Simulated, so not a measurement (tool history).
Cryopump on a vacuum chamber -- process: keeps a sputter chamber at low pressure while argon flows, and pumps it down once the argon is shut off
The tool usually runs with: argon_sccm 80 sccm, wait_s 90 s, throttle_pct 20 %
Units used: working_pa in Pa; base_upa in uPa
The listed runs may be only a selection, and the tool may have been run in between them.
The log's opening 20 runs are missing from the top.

run	day	argon_sccm	wait_s	throttle_pct	working_pa	base_upa
21	26.729	80	167	19	0.4853	2.77
22	28.392	83	68	22	0.4344	3.56
23	30.017	46	90	28	0.192	3.35
24	31.654	46	90	28	0.1924	3.37
25	33.433	46	64	34	0.1614	3.76
26	34.617	46	64	34	0.1612	3.81
27	35.454	56	29	52	0.1327	5.35
28	36.196	56	29	52	0.132	5.41
29	37.846	56	29	52	0.1354	5.44
30	39.404	57	90	35	0.1969	3.59
31	40.975	152	82	20	0.8905	3.83
32	42.217	66	162	20	0.3882	3.2

Alternative continuations, all from the tool just after run 32; predict every row:
A	43.562	40	162	20	?	?
B	43.562	43	30	20	?	?
C	43.562	35	39	48	?	?
D	43.562	66	138	22	?	?

run	working_pa	base_upa
A	0.2353	3.35
B	0.2507	5.49
C	0.0918	4.82
D	0.3531	3.56
With no hidden state in the tool, these same runs would have given:
run	working_pa	base_upa
A	0.2236	0.71
B	0.2382	2.87
C	0.0815	2.23
D	0.3338	0.83
